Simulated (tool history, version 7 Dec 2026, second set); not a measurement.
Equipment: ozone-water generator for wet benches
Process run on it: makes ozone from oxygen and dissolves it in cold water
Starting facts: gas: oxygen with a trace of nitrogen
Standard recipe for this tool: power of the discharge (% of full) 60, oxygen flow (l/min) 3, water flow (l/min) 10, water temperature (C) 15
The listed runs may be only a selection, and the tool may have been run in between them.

run,hour,power of the discharge (% of full),oxygen flow (l/min),water flow (l/min),water temperature (C),dissolved ozone (ppm),ozone in the gas ahead of the water (g/m3)
1,0,60,3,10,15,22.7,224.6
2,59,60,3,10,15,22.4,226.8
3,130.2,60,3,10,17,21.8,224.1
4,204.1,60,3,10,17,22.2,226.4
5,276.6,60,3,10,17,22,224.6
6,337.3,60,3,10,17,22.1,225
7,380,60,3,10,17,21.9,224.2
8,422.5,60,3,10,17,22,223.8
9,490.7,60,3,10,15,22.5,222.5
10,565.7,78,3,10,15,27.9,270.6
# hour 599.2: water thermometer calibrated
11,623.4,78,4.63,10,15,26.2,206.7
12,692.4,78,4.63,10,15,25.8,203
13,728.4,78,4.63,10,15,25.7,203.9
14,787,78,4.63,10,15,26.3,206.5
15,859.3,78,4.63,10,15,25.8,205
16,908,78,4.63,10,10,28.6,203.6
17,948,78,4.63,15,12,18.9,205.3
18,981.8,78,4.42,15,12,19.3,209.2
19,1034.6,49,3,10,15,19.7,191.1
20,1112.6,49,3,10,15,19.7,190.3
21,1168.5,49,3,10,15,19.6,190.3
22,1231.2,49,3,7,15,26.3,190.4
23,1285.5,44,3,10,15,18.1,176.5
24,1339.2,45,1.91,14,15,13.2,238.3
25,1372.3,45,1.91,14,15,13,239.7
26,1440.3,68,3.55,10,15,24.3,216.6
27,1488.6,68,3.55,10,15,24.1,217.3
28,1533.9,60,3,10,8,25.1,220.6
# hour 1561.7: gauge calibrated
29,1569.9,69,2.11,10,15,25.7,313.1
30,1648.4,67,3,14,15,17.7,243.4
31,1692.9,70,2.32,11,7,25.7,297.1
32,1761.2,70,2.32,11,7,25.5,295.7

The logged runs with the hidden state left out (each run's random variation unchanged):
Hidden state at play: yield of the discharge, % of new electrodes'; contactor's efficiency, % of a clean one's; true water temperature over the reading, C; drift of the gauge itself on ozone_ppm, %; drift of the gauge itself on gas_g_m3, %.
run,ozone in the gas ahead of the water (g/m3)
1,224.6
2,227.1
3,224.7
4,227.4
5,225.9
6,226.6
7,225.9
8,225.7
9,224.7
10,273.7
11,209.3
12,205.8
13,206.9
14,209.8
15,208.5
16,207.4
17,209.3
18,213.3
19,195.1
20,194.6
21,194.8
22,195.1
23,181
24,244.7
25,246.2
26,222.9
27,223.9
28,227.4
29,313.4
30,243.9
31,298
32,297.1
dissolved ozone (ppm): within 0.1 of the measured result in every run.
